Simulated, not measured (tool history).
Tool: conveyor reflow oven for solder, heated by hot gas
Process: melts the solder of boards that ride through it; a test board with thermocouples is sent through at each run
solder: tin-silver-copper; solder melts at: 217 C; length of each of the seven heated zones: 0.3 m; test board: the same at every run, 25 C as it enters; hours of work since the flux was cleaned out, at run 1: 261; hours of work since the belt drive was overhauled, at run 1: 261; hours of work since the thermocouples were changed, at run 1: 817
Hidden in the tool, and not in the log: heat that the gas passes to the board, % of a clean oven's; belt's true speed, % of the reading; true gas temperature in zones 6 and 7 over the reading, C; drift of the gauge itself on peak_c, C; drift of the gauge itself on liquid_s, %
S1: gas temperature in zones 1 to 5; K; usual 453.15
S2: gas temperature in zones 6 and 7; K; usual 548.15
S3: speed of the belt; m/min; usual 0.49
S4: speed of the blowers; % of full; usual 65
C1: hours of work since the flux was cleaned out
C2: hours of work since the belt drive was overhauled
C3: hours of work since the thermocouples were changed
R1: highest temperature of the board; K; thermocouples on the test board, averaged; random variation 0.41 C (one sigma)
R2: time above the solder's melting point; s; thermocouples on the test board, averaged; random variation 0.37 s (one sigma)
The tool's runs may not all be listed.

Run 1, hour 0.0: usual settings; C1 261; C2 261; C3 817. Result: R1 527.95 K, R2 58.7 s.
Run 2, hour 9.0: usual settings but S4 88 % of full; C1 268; C2 268; C3 824. Result: R1 532.45 K, R2 62.1 s.
Run 3, hour 14.1: usual settings but S3 0.43 m/min; C1 272; C2 272; C3 828. Result: R1 533.15 K, R2 70.8 s.
Run 4, hour 25.4: usual settings but S3 0.43 m/min; C1 281; C2 281; C3 837. Result: R1 533.65 K, R2 70.8 s.
Run 5, hour 34.6: usual settings but S3 0.43 m/min; C1 288; C2 288; C3 845. Result: R1 532.75 K, R2 69.9 s.
At hour 41.5: flux residue cleaned out of gas plates and filters.
Run 6, hour 44.5: usual settings; C1 2; C2 292; C3 849. Result: R1 531.35 K, R2 60.3 s.
Run 7, hour 54.9: usual settings; C1 11; C2 300; C3 857. Result: R1 531.55 K, R2 60.3 s.
Run 8, hour 64.0: usual settings but S1 449.15 K, S4 50 % of full; C1 18; C2 308; C3 864. Result: R1 525.25 K, R2 54.3 s.

Forecast run 9:
Run 9, hour 74.0: usual settings but S1 449.15 K, S4 50 % of full; C1 26; C2 315; C3 872. Result: R1 ?, R2 ?.

R1: 525.95 K
R2: 54.2 s
Without the tool's hidden state the same run would have given R1 524.15 K, R2 52.6 s.
